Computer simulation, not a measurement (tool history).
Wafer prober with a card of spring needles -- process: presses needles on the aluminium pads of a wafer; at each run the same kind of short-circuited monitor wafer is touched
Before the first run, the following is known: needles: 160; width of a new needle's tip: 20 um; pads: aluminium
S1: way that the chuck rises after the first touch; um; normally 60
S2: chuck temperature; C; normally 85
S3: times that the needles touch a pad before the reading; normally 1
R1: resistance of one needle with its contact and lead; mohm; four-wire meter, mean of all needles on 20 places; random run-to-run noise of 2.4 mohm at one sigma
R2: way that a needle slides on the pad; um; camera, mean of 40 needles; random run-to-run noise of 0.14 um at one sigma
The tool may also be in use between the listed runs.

run,day,S1,S2,S3,R1,R2
1,0.000,60,85,1,268,12.78
# day 0.408: tips cleaned on abrasive film
# day 0.821: height of the first contact set anew
# day 1.096: tips cleaned on abrasive film
# day 1.771: tips cleaned on abrasive film
2,2.246,80,85,1,263,17.02
# day 2.388: tips cleaned on abrasive film
# day 3.062: tips cleaned on abrasive film
# day 3.738: tips cleaned on abrasive film
# day 4.412: tips cleaned on abrasive film
# day 5.088: tips cleaned on abrasive film
# day 5.762: tips cleaned on abrasive film
3,5.871,80,85,1,259,17.04
# day 6.412: tips cleaned on abrasive film
# day 7.088: tips cleaned on abrasive film
4,7.558,80,85,1,263,17.00
# day 7.696: tips cleaned on abrasive film
# day 8.371: tips cleaned on abrasive film
# day 9.046: tips cleaned on abrasive film
5,9.150,60,85,1,265,12.64
# day 9.692: tips cleaned on abrasive film
# day 10.233: tips cleaned on abrasive film
# day 10.908: tips cleaned on abrasive film
6,11.254,60,85,1,268,12.64
# day 11.529: tips cleaned on abrasive film
# day 12.204: tips cleaned on abrasive film
# day 12.879: tips cleaned on abrasive film
# day 13.554: tips cleaned on abrasive film
7,13.696,60,85,1,263,12.80
# day 14.100: tips cleaned on abrasive film
# day 14.642: tips cleaned on abrasive film
# day 15.317: tips cleaned on abrasive film
# day 15.858: tips cleaned on abrasive film
8,16.338,60,85,1,267,12.71
# day 16.475: tips cleaned on abrasive film
# day 17.150: tips cleaned on abrasive film
# day 17.825: tips cleaned on abrasive film
# day 18.500: tips cleaned on abrasive film
9,18.633,57,85,1,267,11.97
# day 19.175: tips cleaned on abrasive film
# day 19.717: tips cleaned on abrasive film
# day 20.392: tips cleaned on abrasive film
# day 21.067: tips cleaned on abrasive film
# day 21.608: tips cleaned on abrasive film
# day 22.283: tips cleaned on abrasive film
10,22.350,59,55,3,260,12.35
# day 22.892: tips cleaned on abrasive film
# day 23.567: tips cleaned on abrasive film
# day 24.108: tips cleaned on abrasive film
# day 24.783: tips cleaned on abrasive film
# day 25.458: tips cleaned on abrasive film
11,25.612,48,85,1,267,10.29
# day 26.017: tips cleaned on abrasive film
# day 26.692: tips cleaned on abrasive film
# day 26.704: height of the first contact set anew
# day 27.383: tips cleaned on abrasive film
# day 28.058: tips cleaned on abrasive film
# day 28.733: tips cleaned on abrasive film
12,29.071,42,93,2,277,8.74
# day 29.346: tips cleaned on abrasive film
# day 29.883: tips cleaned on abrasive film
# day 30.558: tips cleaned on abrasive film
13,30.862,61,88,1,270,12.96
# day 31.133: tips cleaned on abrasive film
# day 31.808: tips cleaned on abrasive film
# day 32.350: tips cleaned on abrasive film
# day 32.971: tips cleaned on abrasive film
14,32.971,56,85,1,271,11.74

Below are 5 alternative next runs, each starting from the tool's condition after run 14. Predict each:
# day 33.512: tips cleaned on abrasive film
# day 34.188: tips cleaned on abrasive film
# day 34.862: tips cleaned on abrasive film
# day 35.512: tips cleaned on abrasive film
A,35.512,61,41,1,?,?
# day 33.512: tips cleaned on abrasive film
# day 34.188: tips cleaned on abrasive film
# day 34.862: tips cleaned on abrasive film
# day 35.512: tips cleaned on abrasive film
B,35.512,60,89,1,?,?
# day 33.512: tips cleaned on abrasive film
# day 34.188: tips cleaned on abrasive film
# day 34.862: tips cleaned on abrasive film
# day 35.512: tips cleaned on abrasive film
C,35.512,56,65,1,?,?
# day 33.512: tips cleaned on abrasive film
# day 34.188: tips cleaned on abrasive film
# day 34.862: tips cleaned on abrasive film
# day 35.512: tips cleaned on abrasive film
D,35.512,60,39,1,?,?
# day 33.512: tips cleaned on abrasive film
# day 34.188: tips cleaned on abrasive film
# day 34.862: tips cleaned on abrasive film
# day 35.512: tips cleaned on abrasive film
E,35.512,41,110,2,?,?

run,R1,R2
A,254,13.06
B,265,12.43
C,261,11.93
D,247,12.59
E,282,8.73
Without the tool's hidden state the same runs would have given:
run,R1,R2
A,254,13.06
B,265,12.43
C,261,11.93
D,247,12.59
E,282,8.73

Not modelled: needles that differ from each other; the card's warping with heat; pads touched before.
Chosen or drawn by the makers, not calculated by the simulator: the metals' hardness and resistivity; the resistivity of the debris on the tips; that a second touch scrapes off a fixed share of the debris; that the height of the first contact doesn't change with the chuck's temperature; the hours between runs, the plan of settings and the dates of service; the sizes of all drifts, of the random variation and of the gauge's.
